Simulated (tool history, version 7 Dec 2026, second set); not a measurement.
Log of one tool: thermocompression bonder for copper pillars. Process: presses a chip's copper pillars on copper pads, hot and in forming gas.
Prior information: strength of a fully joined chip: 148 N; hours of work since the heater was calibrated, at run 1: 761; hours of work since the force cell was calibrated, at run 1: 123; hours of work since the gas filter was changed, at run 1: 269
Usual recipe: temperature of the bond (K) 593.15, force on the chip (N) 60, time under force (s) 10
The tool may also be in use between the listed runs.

run,hour,temperature of the bond (K),force on the chip (N),time under force (s),hours of work since the heater was calibrated,hours of work since the force cell was calibrated,hours of work since the gas filter was changed,force that shears a chip off (N)
1,0.0,593.15,60,10,761,123,269,106.3
2,5.7,593.15,60,10,764,125,271,106.8
3,13.3,593.15,60,10,767,129,275,105.7
4,20.1,593.15,60,10,770,132,278,105.5
5,29.9,593.15,60,10,775,137,283,106.3
6,38.2,593.15,60,10,778,140,286,106.3
7,42.7,593.15,60,10,781,142,289,106.8
8,49.1,593.15,60,10,783,145,291,106.7
9,58.6,593.15,60,10,788,150,296,106.2
10,68.1,593.15,52,13,792,154,300,103.8

Forecast run 11:
11,76.9,580.15,41,13,796,158,304,?

{"run 11": {"force that shears a chip off (N)": 78.4}}
Minus the tool's unlogged condition, the same run would have read force that shears a chip off (N) 78.6.
